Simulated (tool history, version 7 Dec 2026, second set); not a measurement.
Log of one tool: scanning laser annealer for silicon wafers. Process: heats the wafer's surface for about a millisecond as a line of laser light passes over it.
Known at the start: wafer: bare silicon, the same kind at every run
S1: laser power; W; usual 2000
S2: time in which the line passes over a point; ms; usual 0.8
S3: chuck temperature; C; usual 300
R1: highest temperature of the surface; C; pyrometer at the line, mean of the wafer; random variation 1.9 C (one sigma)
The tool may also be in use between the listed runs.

run 1 hour=0 | S1=2000 S2=0.8 S3=300 | R1=1118
run 2 hour=11.8 | S1=2000 S2=0.8 S3=300 | R1=1117
run 3 hour=25.8 | S1=2000 S2=0.8 S3=300 | R1=1116
run 4 hour=33.8 | S1=2000 S2=0.8 S3=300 | R1=1120
run 5 hour=40.9 | S1=2000 S2=0.8 S3=300 | R1=1114
run 6 hour=53.3 | S1=2000 S2=0.8 S3=300 | R1=1118
run 7 hour=61.9 | S1=2000 S2=0.8 S3=300 | R1=1114
run 8 hour=75.8 | S1=2000 S2=0.941 S3=300 | R1=1182
run 9 hour=84.3 | S1=2000 S2=0.941 S3=300 | R1=1185
run 10 hour=92.7 | S1=2000 S2=0.8 S3=299 | R1=1117
run 11 hour=107.1 | S1=2000 S2=0.8 S3=299 | R1=1112
run 12 hour=118.1 | S1=2000 S2=0.8 S3=299 | R1=1114
run 13 hour=129.3 | S1=2000 S2=0.8 S3=299 | R1=1111
-- hour=132.3 window over the wafer cleaned
run 14 hour=140 | S1=2000 S2=0.8 S3=300 | R1=1105
run 15 hour=148.5 | S1=1725 S2=0.8 S3=300 | R1=999
run 16 hour=160.3 | S1=2000 S2=0.8 S3=300 | R1=1104
run 17 hour=174.1 | S1=2000 S2=0.8 S3=300 | R1=1102
run 18 hour=182.4 | S1=2000 S2=0.8 S3=270 | R1=1073
run 19 hour=188.5 | S1=2000 S2=0.8 S3=340 | R1=1141
run 20 hour=196.7 | S1=2000 S2=0.8 S3=300 | R1=1102
-- hour=204.8 window over the wafer cleaned, once more
run 21 hour=210.4 | S1=1783 S2=0.58 S3=312 | R1=947
run 22 hour=221 | S1=1783 S2=0.58 S3=312 | R1=948
run 23 hour=230.3 | S1=1783 S2=0.671 S3=312 | R1=996
run 24 hour=244.5 | S1=2000 S2=0.796 S3=337 | R1=1165
run 25 hour=254.8 | S1=2076 S2=0.8 S3=300 | R1=1155
run 26 hour=266.5 | S1=1990 S2=0.666 S3=316 | R1=1065

Run 27 comes next. What will it give?
run 27 hour=273.4 | S1=2000 S2=0.8 S3=337 | R1=?

Run 27 gave R1 1162 C.
Without the tool's hidden state the same run would have given R1 1169 C.

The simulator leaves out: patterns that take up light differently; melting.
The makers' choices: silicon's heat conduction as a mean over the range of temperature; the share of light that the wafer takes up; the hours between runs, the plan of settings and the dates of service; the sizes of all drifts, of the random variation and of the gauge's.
